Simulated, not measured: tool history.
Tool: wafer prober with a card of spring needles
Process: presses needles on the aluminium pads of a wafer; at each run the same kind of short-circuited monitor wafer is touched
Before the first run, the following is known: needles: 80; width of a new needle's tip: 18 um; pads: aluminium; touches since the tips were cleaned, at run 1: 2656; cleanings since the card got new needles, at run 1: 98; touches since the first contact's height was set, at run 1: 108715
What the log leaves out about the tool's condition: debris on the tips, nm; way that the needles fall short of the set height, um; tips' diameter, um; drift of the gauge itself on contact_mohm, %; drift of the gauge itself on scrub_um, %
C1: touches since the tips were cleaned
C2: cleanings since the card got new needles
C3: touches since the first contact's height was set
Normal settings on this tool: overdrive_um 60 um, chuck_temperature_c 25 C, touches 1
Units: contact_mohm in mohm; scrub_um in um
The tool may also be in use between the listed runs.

run 1 hour=0 | overdrive_um=60 chuck_temperature_c=25 touches=1 | C1=2656 C2=98 C3=108715 | contact_mohm=325 scrub_um=9.42
-- hour=2.1 tips cleaned on abrasive film
-- hour=10.1 tips cleaned on abrasive film
-- hour=18.1 tips cleaned on abrasive film
-- hour=26.2 tips cleaned on abrasive film
-- hour=34.2 tips cleaned on abrasive film
-- hour=44.2 tips cleaned on abrasive film
-- hour=52.2 tips cleaned on abrasive film
-- hour=60.3 tips cleaned on abrasive film
-- hour=68.3 tips cleaned on abrasive film
run 2 hour=74.1 | overdrive_um=78 chuck_temperature_c=25 touches=1 | C1=2332 C2=107 C3=137956 | contact_mohm=233 scrub_um=12.24
-- hour=78.2 tips cleaned on abrasive film
-- hour=86.2 tips cleaned on abrasive film
-- hour=94.2 tips cleaned on abrasive film
-- hour=102.3 tips cleaned on abrasive film
run 3 hour=109.8 | overdrive_um=60 chuck_temperature_c=25 touches=1 | C1=3017 C2=111 C3=152054 | contact_mohm=336 scrub_um=9.32
-- hour=111.9 tips cleaned on abrasive film
-- hour=119.9 tips cleaned on abrasive film
-- hour=128 tips cleaned on abrasive film
-- hour=136 tips cleaned on abrasive film
-- hour=144 tips cleaned on abrasive film
-- hour=154 tips cleaned on abrasive film
-- hour=164 tips cleaned on abrasive film
-- hour=172.1 tips cleaned on abrasive film
run 4 hour=176.5 | overdrive_um=60 chuck_temperature_c=25 touches=2 | C1=1779 C2=119 C3=178370 | contact_mohm=231 scrub_um=9.24
-- hour=180.6 tips cleaned on abrasive film
-- hour=188.6 tips cleaned on abrasive film
-- hour=196.6 tips cleaned on abrasive film
-- hour=204.7 tips cleaned on abrasive film
-- hour=212.7 tips cleaned on abrasive film
-- hour=222.7 tips cleaned on abrasive film
-- hour=230.7 tips cleaned on abrasive film
-- hour=238.8 tips cleaned on abrasive film
run 5 hour=245.3 | overdrive_um=60 chuck_temperature_c=42 touches=1 | C1=2604 C2=127 C3=205507 | contact_mohm=351 scrub_um=9.19
-- hour=247.4 tips cleaned on abrasive film
-- hour=255.4 tips cleaned on abrasive film
-- hour=263.4 tips cleaned on abrasive film
-- hour=271.4 tips cleaned on abrasive film
-- hour=279.5 tips cleaned on abrasive film
run 6 hour=280.2 | overdrive_um=64 chuck_temperature_c=25 touches=1 | C1=311 C2=132 C3=219274 | contact_mohm=172 scrub_um=9.8
-- hour=288.3 tips cleaned on abrasive film
-- hour=290.6 height of the first contact set anew
-- hour=296.6 tips cleaned on abrasive film
-- hour=306.6 tips cleaned on abrasive film
-- hour=314.6 tips cleaned on abrasive film
-- hour=322.7 tips cleaned on abrasive film
run 7 hour=330.4 | overdrive_um=64 chuck_temperature_c=25 touches=1 | C1=3070 C2=137 C3=15733 | contact_mohm=348 scrub_um=9.49
-- hour=332.4 tips cleaned on abrasive film
-- hour=342.4 tips cleaned on abrasive film
-- hour=350.5 tips cleaned on abrasive film
-- hour=360.5 tips cleaned on abrasive film
run 8 hour=365.2 | overdrive_um=60 chuck_temperature_c=31 touches=1 | C1=1896 C2=141 C3=29502 | contact_mohm=312 scrub_um=8.78
-- hour=369.3 tips cleaned on abrasive film
-- hour=377.3 tips cleaned on abrasive film
-- hour=385.4 tips cleaned on abrasive film
-- hour=393.4 tips cleaned on abrasive film
-- hour=401.4 tips cleaned on abrasive film
run 9 hour=408.9 | overdrive_um=60 chuck_temperature_c=31 touches=1 | C1=2993 C2=146 C3=46743 | contact_mohm=391 scrub_um=8.73
-- hour=411 tips cleaned on abrasive film
-- hour=419 tips cleaned on abrasive film
-- hour=429 tips cleaned on abrasive film
-- hour=439 tips cleaned on abrasive film
-- hour=447.1 tips cleaned on abrasive film
-- hour=455.1 tips cleaned on abrasive film
-- hour=465.1 tips cleaned on abrasive film
-- hour=475.1 tips cleaned on abrasive film
run 10 hour=480.8 | overdrive_um=60 chuck_temperature_c=91 touches=1 | C1=2281 C2=154 C3=75143 | contact_mohm=347 scrub_um=8.72
-- hour=484.9 tips cleaned on abrasive film
-- hour=492.9 tips cleaned on abrasive film
-- hour=500.9 tips cleaned on abrasive film
-- hour=509 tips cleaned on abrasive film
-- hour=517 tips cleaned on abrasive film
-- hour=525 tips cleaned on abrasive film
-- hour=533 tips cleaned on abrasive film
run 11 hour=540.3 | overdrive_um=60 chuck_temperature_c=91 touches=1 | C1=2886 C2=161 C3=98608 | contact_mohm=376 scrub_um=8.68
-- hour=542.4 tips cleaned on abrasive film
-- hour=550.4 tips cleaned on abrasive film
-- hour=558.4 tips cleaned on abrasive film
-- hour=568.4 tips cleaned on abrasive film
-- hour=576.4 tips cleaned on abrasive film
-- hour=586.5 tips cleaned on abrasive film
-- hour=596.5 tips cleaned on abrasive film
-- hour=606.5 tips cleaned on abrasive film
run 12 hour=613.4 | overdrive_um=60 chuck_temperature_c=69 touches=1 | C1=2746 C2=169 C3=127474 | contact_mohm=390 scrub_um=8.55
-- hour=615.4 tips cleaned on abrasive film
-- hour=623.5 tips cleaned on abrasive film
-- hour=631.5 tips cleaned on abrasive film
-- hour=639.5 tips cleaned on abrasive film
-- hour=647.5 tips cleaned on abrasive film
run 13 hour=652.6 | overdrive_um=75 chuck_temperature_c=48 touches=1 | C1=2032 C2=174 C3=142961 | contact_mohm=260 scrub_um=10.91
-- hour=656.7 tips cleaned on abrasive film
-- hour=664.7 tips cleaned on abrasive film
-- hour=672.8 tips cleaned on abrasive film
-- hour=680.8 tips cleaned on abrasive film
-- hour=688.8 tips cleaned on abrasive film
-- hour=695.1 height of the first contact set anew, once more
-- hour=697.1 tips cleaned on abrasive film
-- hour=705.2 tips cleaned on abrasive film
-- hour=713.2 tips cleaned on abrasive film
-- hour=721.2 tips cleaned on abrasive film
run 14 hour=726.4 | overdrive_um=75 chuck_temperature_c=48 touches=1 | C1=2061 C2=183 C3=12351 | contact_mohm=251 scrub_um=12.05
-- hour=730.4 tips cleaned on abrasive film
-- hour=738.5 tips cleaned on abrasive film
-- hour=748.5 tips cleaned on abrasive film
-- hour=756.5 tips cleaned on abrasive film
-- hour=764.5 tips cleaned on abrasive film
-- hour=772.6 tips cleaned on abrasive film
run 15 hour=777 | overdrive_um=75 chuck_temperature_c=48 touches=3 | C1=1777 C2=189 C3=32332 | contact_mohm=164 scrub_um=11.94
-- hour=781.1 tips cleaned on abrasive film
-- hour=789.1 tips cleaned on abrasive film
-- hour=797.1 tips cleaned on abrasive film
-- hour=805.2 tips cleaned on abrasive film
-- hour=813.2 tips cleaned on abrasive film
-- hour=821.2 tips cleaned on abrasive film
-- hour=831.2 tips cleaned on abrasive film
run 16 hour=834 | overdrive_um=50 chuck_temperature_c=42 touches=2 | C1=1111 C2=196 C3=54815 | contact_mohm=259 scrub_um=7.92
-- hour=840.1 tips cleaned on abrasive film
-- hour=848.1 tips cleaned on abrasive film
-- hour=856.1 tips cleaned on abrasive film
-- hour=866.1 tips cleaned on abrasive film
-- hour=878.1 card fitted with new needles
-- hour=886.2 tips cleaned on abrasive film
-- hour=896.2 tips cleaned on abrasive film
-- hour=904.2 tips cleaned on abrasive film
-- hour=912.2 tips cleaned on abrasive film
run 17 hour=914.9 | overdrive_um=45 chuck_temperature_c=25 touches=1 | C1=1069 C2=4 C3=14524 | contact_mohm=292 scrub_um=7.22
-- hour=920.9 tips cleaned on abrasive film
-- hour=929 tips cleaned on abrasive film
-- hour=937 tips cleaned on abrasive film
-- hour=945 tips cleaned on abrasive film
-- hour=955 tips cleaned on abrasive film
-- hour=963.1 tips cleaned on abrasive film
-- hour=971.1 tips cleaned on abrasive film
-- hour=979.1 tips cleaned on abrasive film
run 18 hour=985.3 | overdrive_um=59 chuck_temperature_c=84 touches=1 | C1=2491 C2=12 C3=42340 | contact_mohm=284 scrub_um=9.41
-- hour=987.4 tips cleaned on abrasive film
-- hour=995.5 tips cleaned on abrasive film
-- hour=1003.5 tips cleaned on abrasive film
-- hour=1013.5 tips cleaned on abrasive film
-- hour=1021.5 tips cleaned on abrasive film
-- hour=1029.5 tips cleaned on abrasive film
-- hour=1038.8 tips cleaned on abrasive film
run 19 hour=1038.8 | overdrive_um=59 chuck_temperature_c=120 touches=1 | C1=0 C2=19 C3=63426 | contact_mohm=152 scrub_um=9.38
-- hour=1046.9 tips cleaned on abrasive film
-- hour=1054.9 tips cleaned on abrasive film
-- hour=1062.9 tips cleaned on abrasive film
-- hour=1071 tips cleaned on abrasive film
-- hour=1079 tips cleaned on abrasive film
-- hour=1089 tips cleaned on abrasive film
run 20 hour=1090.3 | overdrive_um=60 chuck_temperature_c=61 touches=1 | C1=513 C2=25 C3=83727 | contact_mohm=188 scrub_um=9.47

5 options for the next run, each taken on its own from the tool as it stands now. Forecast them:
-- hour=1098.3 tips cleaned on abrasive film
-- hour=1106.3 tips cleaned on abrasive film
-- hour=1116.3 tips cleaned on abrasive film
-- hour=1126.4 tips cleaned on abrasive film
-- hour=1134.4 tips cleaned on abrasive film
-- hour=1142.4 tips cleaned on abrasive film
-- hour=1150.4 tips cleaned on abrasive film
-- hour=1159.8 tips cleaned on abrasive film
run A hour=1159.8 | overdrive_um=60 chuck_temperature_c=67 touches=1 | C1=0 C2=33 C3=111172 | contact_mohm=? scrub_um=?
-- hour=1098.3 tips cleaned on abrasive film
-- hour=1106.3 tips cleaned on abrasive film
-- hour=1116.3 tips cleaned on abrasive film
-- hour=1126.4 tips cleaned on abrasive film
-- hour=1134.4 tips cleaned on abrasive film
-- hour=1142.4 tips cleaned on abrasive film
-- hour=1150.4 tips cleaned on abrasive film
-- hour=1159.8 tips cleaned on abrasive film
run B hour=1159.8 | overdrive_um=41 chuck_temperature_c=54 touches=2 | C1=0 C2=33 C3=111172 | contact_mohm=? scrub_um=?
-- hour=1098.3 tips cleaned on abrasive film
-- hour=1106.3 tips cleaned on abrasive film
-- hour=1116.3 tips cleaned on abrasive film
-- hour=1126.4 tips cleaned on abrasive film
-- hour=1134.4 tips cleaned on abrasive film
-- hour=1142.4 tips cleaned on abrasive film
-- hour=1150.4 tips cleaned on abrasive film
-- hour=1159.8 tips cleaned on abrasive film
run C hour=1159.8 | overdrive_um=69 chuck_temperature_c=61 touches=1 | C1=0 C2=33 C3=111172 | contact_mohm=? scrub_um=?
-- hour=1098.3 tips cleaned on abrasive film
-- hour=1106.3 tips cleaned on abrasive film
-- hour=1116.3 tips cleaned on abrasive film
-- hour=1126.4 tips cleaned on abrasive film
-- hour=1134.4 tips cleaned on abrasive film
-- hour=1142.4 tips cleaned on abrasive film
-- hour=1150.4 tips cleaned on abrasive film
-- hour=1159.8 tips cleaned on abrasive film
run D hour=1159.8 | overdrive_um=60 chuck_temperature_c=75 touches=1 | C1=0 C2=33 C3=111172 | contact_mohm=? scrub_um=?
-- hour=1098.3 tips cleaned on abrasive film
-- hour=1106.3 tips cleaned on abrasive film
-- hour=1116.3 tips cleaned on abrasive film
-- hour=1126.4 tips cleaned on abrasive film
-- hour=1134.4 tips cleaned on abrasive film
-- hour=1142.4 tips cleaned on abrasive film
-- hour=1150.4 tips cleaned on abrasive film
-- hour=1159.8 tips cleaned on abrasive film
run E hour=1159.8 | overdrive_um=46 chuck_temperature_c=100 touches=2 | C1=0 C2=33 C3=111172 | contact_mohm=? scrub_um=?

run=A contact_mohm=142 scrub_um=9.37
run=B contact_mohm=156 scrub_um=6.32
run=C contact_mohm=132 scrub_um=10.84
run=D contact_mohm=145 scrub_um=9.41
run=E contact_mohm=157 scrub_um=7.14
The same runs, with their run-to-run variation unchanged, on a tool lacking any hidden condition would have given:
run=A contact_mohm=132 scrub_um=9.62
run=B contact_mohm=142 scrub_um=6.57
run=C contact_mohm=124 scrub_um=11.08
run=D contact_mohm=134 scrub_um=9.66
run=E contact_mohm=146 scrub_um=7.38
